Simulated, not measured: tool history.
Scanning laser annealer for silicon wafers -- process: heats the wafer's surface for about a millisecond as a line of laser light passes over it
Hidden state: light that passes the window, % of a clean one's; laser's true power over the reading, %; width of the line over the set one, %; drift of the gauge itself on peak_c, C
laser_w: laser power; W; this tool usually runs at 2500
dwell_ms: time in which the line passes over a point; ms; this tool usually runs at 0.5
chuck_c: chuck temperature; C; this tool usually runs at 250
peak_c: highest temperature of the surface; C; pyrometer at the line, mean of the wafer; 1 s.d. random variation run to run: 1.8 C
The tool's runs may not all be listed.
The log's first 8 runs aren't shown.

| run | hour | laser_w | dwell_ms | chuck_c | hours of work since the window was cleaned | hours of work since the power meter was calibrated | hours of work since the optics were aligned | peak_c |
|---|---|---|---|---|---|---|---|---|
| 9 | 96.3 | 2222 | 0.5 | 250 | 297 | 249 | 589 | 895 |
| 10 | 106.2 | 2500 | 0.5 | 241 | 303 | 255 | 594 | 982 |
| 11 | 116.6 | 2500 | 0.5 | 241 | 308 | 260 | 600 | 986 |
| 12 | 124.1 | 2500 | 0.5 | 241 | 312 | 265 | 604 | 981 |
| 13 | 131.8 | 2163 | 0.5 | 241 | 317 | 269 | 609 | 863 |
| 14 | 143.1 | 2500 | 0.5 | 252 | 323 | 275 | 615 | 992 |
| 15 | 150.9 | 2500 | 0.5 | 250 | 327 | 279 | 619 | 989 |
| 16 | 158.1 | 2500 | 0.5 | 250 | 331 | 283 | 623 | 988 |
| 17 | 172.8 | 2500 | 0.473 | 250 | 339 | 291 | 631 | 968 |
| 18 | 188.6 | 2220 | 0.618 | 250 | 348 | 300 | 640 | 954 |
|  | 192 | window over the wafer cleaned |
| 19 | 205.1 | 2439 | 0.471 | 286 | 7 | 308 | 648 | 970 |
| 20 | 218.5 | 2500 | 0.469 | 257 | 15 | 316 | 655 | 962 |
| 21 | 228.1 | 2500 | 0.469 | 257 | 20 | 321 | 661 | 961 |
| 22 | 239.8 | 2623 | 0.554 | 250 | 26 | 327 | 667 | 1059 |
| 23 | 246.7 | 2460 | 0.371 | 254 | 30 | 331 | 671 | 871 |
|  | 251.6 | window over the wafer cleaned, once more |
| 24 | 255.6 | 2460 | 0.371 | 254 | 2 | 335 | 675 | 903 |
| 25 | 268.6 | 2500 | 0.373 | 259 | 9 | 342 | 682 | 922 |
| 26 | 278.7 | 2247 | 0.561 | 254 | 15 | 348 | 688 | 957 |
| 27 | 291.6 | 2239 | 0.508 | 289 | 22 | 355 | 695 | 957 |

What does the tool deliver on the next run?
| 28 | 301.8 | 2500 | 0.5 | 225 | 28 | 361 | 700 | ? |

peak_c: 984 C
With no hidden state in the tool, this same run would have given peak_c 1003 C.
